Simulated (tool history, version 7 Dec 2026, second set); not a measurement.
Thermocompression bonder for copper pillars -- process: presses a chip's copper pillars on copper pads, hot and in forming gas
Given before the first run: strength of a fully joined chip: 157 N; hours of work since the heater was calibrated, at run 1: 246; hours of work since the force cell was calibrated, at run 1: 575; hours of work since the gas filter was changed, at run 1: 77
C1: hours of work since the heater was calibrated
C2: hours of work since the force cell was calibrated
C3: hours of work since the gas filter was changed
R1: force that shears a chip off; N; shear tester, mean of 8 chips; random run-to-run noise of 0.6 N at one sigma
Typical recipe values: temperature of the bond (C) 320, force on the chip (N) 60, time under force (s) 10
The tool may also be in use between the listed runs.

run 1 hour=0.0 | temperature_of_the_bond_(C)=320 force_on_the_chip_(N)=60 time_under_force_(s)=10 | C1=246 C2=575 C3=77 | R1=93.9
run 2 hour=6.7 | temperature_of_the_bond_(C)=320 force_on_the_chip_(N)=60 time_under_force_(s)=10 | C1=250 C2=579 C3=81 | R1=94.3
run 3 hour=14.8 | temperature_of_the_bond_(C)=320 force_on_the_chip_(N)=63 time_under_force_(s)=10 | C1=255 C2=584 C3=86 | R1=96.1
run 4 hour=23.9 | temperature_of_the_bond_(C)=320 force_on_the_chip_(N)=60 time_under_force_(s)=11 | C1=260 C2=589 C3=91 | R1=95.9
run 5 hour=34.6 | temperature_of_the_bond_(C)=320 force_on_the_chip_(N)=59 time_under_force_(s)=10 | C1=266 C2=595 C3=98 | R1=92.8
run 6 hour=45.2 | temperature_of_the_bond_(C)=320 force_on_the_chip_(N)=59 time_under_force_(s)=10 | C1=272 C2=601 C3=104 | R1=93.1
run 7 hour=56.1 | temperature_of_the_bond_(C)=320 force_on_the_chip_(N)=60 time_under_force_(s)=8 | C1=279 C2=608 C3=110 | R1=87.8
run 8 hour=67.7 | temperature_of_the_bond_(C)=320 force_on_the_chip_(N)=60 time_under_force_(s)=8 | C1=285 C2=614 C3=117 | R1=87.3
run 9 hour=76.2 | temperature_of_the_bond_(C)=320 force_on_the_chip_(N)=60 time_under_force_(s)=8 | C1=290 C2=619 C3=122 | R1=87.8
run 10 hour=85.5 | temperature_of_the_bond_(C)=320 force_on_the_chip_(N)=60 time_under_force_(s)=8 | C1=296 C2=625 C3=127 | R1=87.0
run 11 hour=99.9 | temperature_of_the_bond_(C)=320 force_on_the_chip_(N)=60 time_under_force_(s)=8 | C1=304 C2=633 C3=135 | R1=87.8
run 12 hour=109.9 | temperature_of_the_bond_(C)=320 force_on_the_chip_(N)=60 time_under_force_(s)=10 | C1=310 C2=639 C3=141 | R1=94.2
run 13 hour=117.1 | temperature_of_the_bond_(C)=320 force_on_the_chip_(N)=60 time_under_force_(s)=10 | C1=314 C2=643 C3=146 | R1=92.3
run 14 hour=124.4 | temperature_of_the_bond_(C)=320 force_on_the_chip_(N)=60 time_under_force_(s)=10 | C1=318 C2=647 C3=150 | R1=92.7
run 15 hour=138.6 | temperature_of_the_bond_(C)=320 force_on_the_chip_(N)=60 time_under_force_(s)=10 | C1=327 C2=656 C3=158 | R1=93.4
run 16 hour=147.9 | temperature_of_the_bond_(C)=345 force_on_the_chip_(N)=60 time_under_force_(s)=10 | C1=332 C2=661 C3=163 | R1=112.0
run 17 hour=158.3 | temperature_of_the_bond_(C)=345 force_on_the_chip_(N)=60 time_under_force_(s)=10 | C1=338 C2=667 C3=169 | R1=112.4
run 18 hour=166.9 | temperature_of_the_bond_(C)=320 force_on_the_chip_(N)=60 time_under_force_(s)=10 | C1=343 C2=672 C3=175 | R1=93.0

Forecast run 19:
run 19 hour=177.7 | temperature_of_the_bond_(C)=320 force_on_the_chip_(N)=60 time_under_force_(s)=10 | C1=349 C2=678 C3=181 | R1=?

{"run 19": {"R1": 92.8}}
With the hidden condition absent and the run-to-run variation left alone, this run would have shown R1 98.0 N.

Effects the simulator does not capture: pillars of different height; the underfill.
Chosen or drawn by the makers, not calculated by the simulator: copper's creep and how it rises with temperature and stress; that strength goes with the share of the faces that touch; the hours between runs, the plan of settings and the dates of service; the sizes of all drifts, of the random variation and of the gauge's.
